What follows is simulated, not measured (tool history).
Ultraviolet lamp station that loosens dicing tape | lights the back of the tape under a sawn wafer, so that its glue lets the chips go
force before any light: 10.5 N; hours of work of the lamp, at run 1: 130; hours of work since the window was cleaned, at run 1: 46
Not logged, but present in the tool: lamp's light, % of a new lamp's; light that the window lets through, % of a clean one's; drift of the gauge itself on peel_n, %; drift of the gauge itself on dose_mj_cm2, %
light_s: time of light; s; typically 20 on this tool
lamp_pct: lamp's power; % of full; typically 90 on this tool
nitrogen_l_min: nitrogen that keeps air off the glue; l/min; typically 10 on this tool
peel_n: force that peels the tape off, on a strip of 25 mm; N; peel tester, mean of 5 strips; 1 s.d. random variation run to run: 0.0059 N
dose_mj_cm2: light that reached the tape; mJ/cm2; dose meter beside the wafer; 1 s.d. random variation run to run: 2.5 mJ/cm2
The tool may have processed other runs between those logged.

run   hour  light_s  lamp_pct  nitrogen_l_min  hours of work of the lamp  hours of work since the window was cleaned  peel_n  dose_mj_cm2
  1      0       20        90              10                        130                                          46   0.165          298
  2   16.8       20        90              10                        139                                          56   0.168          300
  3   39.8       20        90              10                        153                                          69   0.172          294
  4   63.8       20        90              10                        166                                          83   0.181          296
  5   83.8       20        90              10                        178                                          94   0.173          291
  6  107.8       20        90              10                        191                                         108   0.179          297
  7  131.3       31        90              10                        205                                         121   0.078          442
  8  155.8       31        90              10                        219                                         135   0.081          444
  9  167.5       31        90              10                        225                                         142   0.076          451
 10  187.6       31        90              10                        237                                         153   0.089          440
 11  200.1       31        66              10                        244                                         160   0.134          323
 12  210.8       31        66              10                        250                                         167    0.15          322
 13  223.8       31        66              10                        258                                         174   0.143          319
 14  236.4       31        66              10                        265                                         181   0.145          321
 15  259.8       20        90              10                        278                                         195   0.214          284
 16  281.3       20        86              14                        290                                         207   0.178          265
 17  296.2       20        80               4                        299                                         215   0.765          244
 18  313.5       20        80               4                        309                                         225   0.827          250
 19  337.9       11        94              10                        323                                         239   0.951          155
 20  355.4       22        79               8                        333                                         249    0.31          265
 21  368.8       20        93              10                        340                                         257   0.209          281
 22  391.5       20        98               4                        353                                         270   0.515          292
 23  414.1       20        98               4                        366                                         283   0.513          289
 24    432       20        61               5                        376                                         293   1.305          184
 25  447.2       35        75              12                        385                                         301     0.1          388
 26  463.7       24        75               4                        394                                         311   0.668          264
 27  478.4       24        75               4                        403                                         319   0.706          262
 28  497.7       11        94               4                        414                                         330   2.046          153
 29  519.7       11        94               4                        426                                         343   2.168          151

Here are 3 independent what-if runs from the current tool condition. What would each one return?
  A  538.5       29        94               4                        437                                         353       ?            ?
  B  538.5       10        94               4                        437                                         353       ?            ?
  C  538.5       17        76              16                        437                                         353       ?            ?

run  peel_n  dose_mj_cm2
  A   0.222          393
  B   2.585          136
  C   0.424          183
The same runs, with their run-to-run variation unchanged, on a tool lacking any hidden condition would have given:
run  peel_n  dose_mj_cm2
  A   0.134          479
  B   1.895          166
  C   0.239          224

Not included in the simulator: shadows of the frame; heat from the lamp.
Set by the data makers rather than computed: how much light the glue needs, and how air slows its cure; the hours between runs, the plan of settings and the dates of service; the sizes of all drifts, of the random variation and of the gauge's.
